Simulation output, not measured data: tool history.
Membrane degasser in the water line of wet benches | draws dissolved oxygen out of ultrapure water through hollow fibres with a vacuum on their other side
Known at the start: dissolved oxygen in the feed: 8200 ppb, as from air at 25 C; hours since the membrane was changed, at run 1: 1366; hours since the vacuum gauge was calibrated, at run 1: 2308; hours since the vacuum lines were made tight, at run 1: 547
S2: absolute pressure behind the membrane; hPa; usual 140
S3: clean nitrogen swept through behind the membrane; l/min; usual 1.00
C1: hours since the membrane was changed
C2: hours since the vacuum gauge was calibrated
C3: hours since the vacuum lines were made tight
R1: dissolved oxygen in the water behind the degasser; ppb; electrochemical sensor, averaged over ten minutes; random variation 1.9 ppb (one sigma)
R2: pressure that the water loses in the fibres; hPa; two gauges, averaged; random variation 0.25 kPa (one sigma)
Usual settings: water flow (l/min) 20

run 1 day=0.000 | water_flow_(l/min)=20 S2=140 S3=1.00 | C1=1366 C2=2308 C3=547 | R1=468.1 R2=678.2
run 2 day=1.867 | water_flow_(l/min)=20 S2=140 S3=1.00 | C1=1411 C2=2353 C3=592 | R1=467.4 R2=676.4
run 3 day=3.112 | water_flow_(l/min)=20 S2=140 S3=1.00 | C1=1441 C2=2383 C3=622 | R1=470.1 R2=679.7
run 4 day=4.521 | water_flow_(l/min)=20 S2=140 S3=1.00 | C1=1475 C2=2417 C3=655 | R1=471.4 R2=672.5
run 5 day=6.646 | water_flow_(l/min)=20 S2=140 S3=1.00 | C1=1526 C2=2468 C3=706 | R1=471.4 R2=678.2
run 6 day=9.325 | water_flow_(l/min)=20 S2=140 S3=1.78 | C1=1590 C2=2532 C3=771 | R1=286.1 R2=685.2
run 7 day=11.108 | water_flow_(l/min)=20 S2=140 S3=1.78 | C1=1633 C2=2575 C3=813 | R1=285.2 R2=676.6
run 8 day=14.029 | water_flow_(l/min)=20 S2=140 S3=1.78 | C1=1703 C2=2645 C3=884 | R1=283.6 R2=681.3
run 9 day=15.925 | water_flow_(l/min)=20 S2=140 S3=1.78 | C1=1749 C2=2691 C3=929 | R1=286.4 R2=683.5
run 10 day=18.842 | water_flow_(l/min)=30 S2=140 S3=1.78 | C1=1819 C2=2761 C3=999 | R1=427.4 R2=1017.2
run 11 day=20.229 | water_flow_(l/min)=20 S2=140 S3=0.92 | C1=1852 C2=2794 C3=1032 | R1=506.2 R2=678.7
run 12 day=21.554 | water_flow_(l/min)=20 S2=140 S3=0.92 | C1=1884 C2=2826 C3=1064 | R1=506.4 R2=676.1
run 13 day=23.425 | water_flow_(l/min)=20 S2=140 S3=0.92 | C1=1929 C2=2871 C3=1109 | R1=503.5 R2=678.5
run 14 day=25.817 | water_flow_(l/min)=20 S2=140 S3=1.00 | C1=1986 C2=2928 C3=1166 | R1=467.2 R2=680.6
run 15 day=27.579 | water_flow_(l/min)=20 S2=140 S3=1.00 | C1=2028 C2=2970 C3=1209 | R1=471.8 R2=685.1
run 16 day=29.921 | water_flow_(l/min)=20 S2=140 S3=1.00 | C1=2084 C2=3027 C3=1265 | R1=469.5 R2=686.1
-- day=30.200 vacuum gauge calibrated
run 17 day=32.846 | water_flow_(l/min)=26 S2=140 S3=1.00 | C1=2154 C2=64 C3=1335 | R1=596.7 R2=886.7
run 18 day=35.300 | water_flow_(l/min)=26 S2=140 S3=1.00 | C1=2213 C2=122 C3=1394 | R1=598.9 R2=889.0
run 19 day=38.054 | water_flow_(l/min)=20 S2=132 S3=1.17 | C1=2279 C2=189 C3=1460 | R1=387.3 R2=686.9
run 20 day=40.954 | water_flow_(l/min)=20 S2=132 S3=1.17 | C1=2349 C2=258 C3=1529 | R1=389.4 R2=684.2
run 21 day=42.546 | water_flow_(l/min)=24 S2=281 S3=1.00 | C1=2387 C2=296 C3=1568 | R1=1169.0 R2=826.5
run 22 day=43.933 | water_flow_(l/min)=24 S2=281 S3=1.00 | C1=2420 C2=330 C3=1601 | R1=1168.1 R2=820.2
-- day=45.804 vacuum gauge calibrated, once more
run 23 day=46.708 | water_flow_(l/min)=24 S2=281 S3=1.00 | C1=2486 C2=22 C3=1667 | R1=1148.4 R2=822.2
run 24 day=48.642 | water_flow_(l/min)=28 S2=281 S3=1.00 | C1=2533 C2=68 C3=1713 | R1=1302.5 R2=957.1
run 25 day=50.892 | water_flow_(l/min)=27 S2=90 S3=2.05 | C1=2587 C2=122 C3=1767 | R1=190.8 R2=920.7
run 26 day=53.404 | water_flow_(l/min)=27 S2=337 S3=0.81 | C1=2647 C2=182 C3=1828 | R1=1752.4 R2=922.6
run 27 day=55.225 | water_flow_(l/min)=22 S2=273 S3=1.00 | C1=2691 C2=226 C3=1871 | R1=1042.7 R2=757.5
run 28 day=57.775 | water_flow_(l/min)=22 S2=273 S3=1.00 | C1=2752 C2=287 C3=1932 | R1=1044.5 R2=754.9
run 29 day=60.454 | water_flow_(l/min)=22 S2=146 S3=2.01 | C1=2816 C2=352 C3=1997 | R1=293.5 R2=752.4
run 30 day=61.883 | water_flow_(l/min)=13 S2=253 S3=0.43 | C1=2851 C2=386 C3=2031 | R1=1228.6 R2=442.5
run 31 day=64.138 | water_flow_(l/min)=20 S2=168 S3=0.62 | C1=2905 C2=440 C3=2085 | R1=844.4 R2=687.7
run 32 day=65.508 | water_flow_(l/min)=17 S2=168 S3=0.76 | C1=2938 C2=473 C3=2118 | R1=630.0 R2=583.0

Forecast each of these 4 alternatives for the next run:
run A day=66.717 | water_flow_(l/min)=13 S2=94 S3=1.71 | C1=2966 C2=502 C3=2147 | R1=? R2=?
run B day=66.717 | water_flow_(l/min)=17 S2=131 S3=2.14 | C1=2966 C2=502 C3=2147 | R1=? R2=?
run C day=66.717 | water_flow_(l/min)=17 S2=98 S3=0.76 | C1=2966 C2=502 C3=2147 | R1=? R2=?
run D day=66.717 | water_flow_(l/min)=15 S2=95 S3=0.70 | C1=2966 C2=502 C3=2147 | R1=? R2=?

run=A R1=113.7 R2=445.5
run=B R1=188.0 R2=586.0
run=C R1=317.9 R2=584.2
run=D R1=296.2 R2=511.8
Without the tool's hidden state the same runs would have given:
run=A R1=112.0 R2=433.4
run=B R1=185.8 R2=570.1
run=C R1=315.0 R2=568.2
run=D R1=293.4 R2=497.8
